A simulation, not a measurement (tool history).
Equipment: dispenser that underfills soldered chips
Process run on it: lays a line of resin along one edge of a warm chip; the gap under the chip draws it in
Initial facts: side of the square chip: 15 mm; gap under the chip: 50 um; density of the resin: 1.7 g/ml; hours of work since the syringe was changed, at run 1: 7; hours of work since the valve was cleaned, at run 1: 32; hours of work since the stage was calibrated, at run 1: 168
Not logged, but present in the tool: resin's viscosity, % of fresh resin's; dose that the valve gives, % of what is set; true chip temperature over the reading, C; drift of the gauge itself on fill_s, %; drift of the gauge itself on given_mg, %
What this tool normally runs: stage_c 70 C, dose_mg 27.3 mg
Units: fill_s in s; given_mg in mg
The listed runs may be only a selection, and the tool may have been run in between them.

| run | hour | stage_c | dose_mg | hours of work since the syringe was changed | hours of work since the valve was cleaned | hours of work since the stage was calibrated | fill_s | given_mg |
|---|---|---|---|---|---|---|---|---|
| 1 | 0 | 70 | 27.3 | 7 | 32 | 168 | 344.6 | 26.59 |
|  | 0.7 | new syringe of resin |
| 2 | 3.4 | 70 | 27.3 | 2 | 35 | 171 | 244.9 | 26.58 |
| 3 | 6.6 | 70 | 27.3 | 5 | 37 | 173 | 299.1 | 26.44 |
|  | 9.7 | new syringe of resin |
| 4 | 11.8 | 70 | 26.5 | 2 | 41 | 177 | 238.6 | 25.62 |
| 5 | 16.3 | 70 | 26.5 | 5 | 45 | 181 | 313.5 | 25.51 |
|  | 19 | new syringe of resin |
| 6 | 22.7 | 70 | 26.5 | 3 | 50 | 186 | 261.1 | 25.39 |
| 7 | 26 | 70 | 26.5 | 6 | 52 | 188 | 317.9 | 25.45 |
|  | 28.4 | new syringe of resin |
| 8 | 31.8 | 66 | 31.5 | 3 | 57 | 193 | 301.6 | 30.19 |

The next listed run, before its measurement:
| 9 | 36.6 | 74 | 34 | 7 | 60 | 196 | ? | ? |

{"run 9": {"fill_s": 272.3, "given_mg": 32.3}}
The same run, on a tool lacking any hidden state, would have yielded fill_s 180.7 s, given_mg 33.93 mg.
